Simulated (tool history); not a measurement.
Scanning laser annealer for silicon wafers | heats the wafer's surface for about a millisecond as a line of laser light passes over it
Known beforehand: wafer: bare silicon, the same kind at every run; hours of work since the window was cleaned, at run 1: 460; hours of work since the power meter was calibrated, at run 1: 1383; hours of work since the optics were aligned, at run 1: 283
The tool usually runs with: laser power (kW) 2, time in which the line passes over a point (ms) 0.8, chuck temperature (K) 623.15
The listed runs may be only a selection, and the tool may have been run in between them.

run	day	laser power (kW)	time in which the line passes over a point (ms)	chuck temperature (K)	hours of work since the window was cleaned	hours of work since the power meter was calibrated	hours of work since the optics were aligned	highest temperature of the surface (K)
1	0	2	0.8	623.15	460	1383	283	1398.15
2	2.662	2	0.8	623.15	492	1415	315	1397.15
3	4.117	2.045	0.8	623.15	510	1433	333	1414.15
4	6.871	2.045	0.8	623.15	544	1466	366	1412.15
5	9.046	2	0.8	623.15	570	1493	393	1395.15
6	11.521	2	0.8	623.15	600	1523	423	1395.15
7	13.525	1.946	0.8	623.15	624	1547	447	1371.15
8	16	1.946	0.8	623.15	654	1577	477	1370.15
9	18.054	1.946	0.8	623.15	679	1602	502	1363.15
10	19.458	1.946	0.8	623.15	696	1619	519	1370.15
11	22.254	2	0.585	623.15	730	1653	553	1256.15
12	24.862	2	0.88	623.15	762	1685	585	1426.15
13	26.242	2	0.88	598.15	779	1702	601	1398.15
# day 26.758: window over the wafer cleaned
14	28.808	2	0.8	633.15	25	1732	632	1418.15
15	30.225	2.137	0.8	633.15	42	1749	649	1468.15
16	33.008	2.137	0.8	633.15	76	1783	683	1466.15
17	35.354	2.137	0.8	633.15	104	1811	711	1470.15
18	36.679	1.765	0.871	632.15	121	1827	727	1367.15
19	38.575	1.826	0.659	590.15	144	1850	750	1231.15
20	40.475	2.129	0.869	657.15	167	1874	773	1526.15
# day 42.092: optics aligned, line set to its width
21	42.092	2.129	0.895	604.15	184	1891	0	1503.15
22	44.083	2.071	0.746	660.15	208	1915	24	1443.15
23	46.379	2.071	0.746	660.15	236	1943	52	1441.15
24	48.425	2.005	0.794	623.15	261	1968	77	1404.15
25	49.7	2.035	0.756	623.15	276	1983	92	1394.15
26	52.488	2	0.8	632.15	310	2017	126	1417.15
27	54.096	1.744	0.704	612.15	330	2037	146	1253.15
28	55.75	2.182	0.704	612.15	350	2057	166	1399.15
29	57.708	2.182	0.704	612.15	374	2080	190	1398.15
30	59.738	2.124	0.8	653.15	398	2105	214	1476.15
31	61.929	2	0.66	623.15	425	2132	241	1319.15

5 options for the next run, each taken on its own from the tool as it stands now. Forecast them:
A	64.558	1.93	0.768	610.15	457	2164	273	?
B	64.558	2.12	0.66	583.15	457	2164	273	?
C	64.558	2.11	0.567	612.15	457	2164	273	?
D	64.558	1.833	0.8	609.15	457	2164	273	?
E	64.558	2.126	0.66	623.15	457	2164	273	?

run	highest temperature of the surface (K)
A	1341.15
B	1314.15
C	1276.15
D	1324.15
E	1355.15
What these runs would have given with no unlogged condition in the tool:
run	highest temperature of the surface (K)
A	1370.15
B	1343.15
C	1302.15
D	1353.15
E	1385.15
